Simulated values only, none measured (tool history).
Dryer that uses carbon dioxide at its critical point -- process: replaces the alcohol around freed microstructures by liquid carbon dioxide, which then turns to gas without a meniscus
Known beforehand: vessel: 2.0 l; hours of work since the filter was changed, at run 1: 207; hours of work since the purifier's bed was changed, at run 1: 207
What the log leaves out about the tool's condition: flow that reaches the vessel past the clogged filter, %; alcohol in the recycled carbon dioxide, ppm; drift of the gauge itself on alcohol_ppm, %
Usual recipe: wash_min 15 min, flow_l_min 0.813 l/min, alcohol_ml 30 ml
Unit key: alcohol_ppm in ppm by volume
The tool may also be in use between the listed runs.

| run | hour | wash_min | flow_l_min | alcohol_ml | hours of work since the filter was changed | hours of work since the purifier's bed was changed | alcohol_ppm |
|---|---|---|---|---|---|---|---|
| 1 | 0.0 | 15 | 0.813 | 30 | 207 | 207 | 198 |
| 2 | 35.4 | 15 | 0.813 | 23 | 229 | 229 | 181 |
| 3 | 58.0 | 15 | 0.813 | 23 | 242 | 242 | 167 |
| 4 | 91.0 | 15 | 0.813 | 23 | 262 | 262 | 185 |
| 5 | 119.1 | 15 | 0.813 | 30 | 279 | 279 | 224 |
| 6 | 145.6 | 15 | 0.813 | 30 | 295 | 295 | 237 |
| 7 | 174.6 | 15 | 0.813 | 30 | 313 | 313 | 228 |
| 8 | 196.9 | 15 | 0.813 | 30 | 326 | 326 | 237 |
| 9 | 219.4 | 15 | 0.813 | 30 | 339 | 339 | 242 |
| 10 | 259.6 | 15 | 0.813 | 30 | 364 | 364 | 241 |
| 11 | 309.8 | 15 | 0.709 | 30 | 394 | 394 | 423 |
| 12 | 353.7 | 13 | 0.813 | 44 | 420 | 420 | 618 |
|  | 376.9 | inlet filter changed |
| 13 | 396.9 | 9 | 0.813 | 117 | 12 | 446 | 3819 |
| 14 | 441.8 | 17 | 0.547 | 67 | 39 | 473 | 1175 |
| 15 | 464.5 | 15 | 0.547 | 80 | 53 | 486 | 2118 |
| 16 | 493.4 | 16 | 0.568 | 36 | 70 | 504 | 724 |
| 17 | 530.8 | 16 | 0.568 | 36 | 93 | 526 | 743 |
| 18 | 552.9 | 18 | 0.692 | 30 | 106 | 539 | 214 |
| 19 | 587.1 | 18 | 0.692 | 30 | 126 | 560 | 219 |
| 20 | 617.1 | 18 | 0.681 | 36 | 144 | 578 | 275 |
| 21 | 641.7 | 12 | 0.506 | 113 | 159 | 593 | 6491 |
| 22 | 690.4 | 12 | 0.506 | 113 | 189 | 622 | 6696 |

3 ways to go on from here, each from the tool as it stands after run 22. What would each give?
| A | 711.7 | 15 | 0.636 | 112 | 201 | 635 | ? |
| B | 711.7 | 18 | 0.808 | 66 | 201 | 635 | ? |
| C | 711.7 | 10 | 0.534 | 53 | 201 | 635 | ? |

| run | alcohol_ppm |
|---|---|
| A | 1927 |
| B | 234 |
| C | 4021 |
The same runs, with their run-to-run variation unchanged, on a tool lacking any hidden condition would have given:
| run | alcohol_ppm |
|---|---|
| A | 1634 |
| B | 147 |
| C | 3678 |
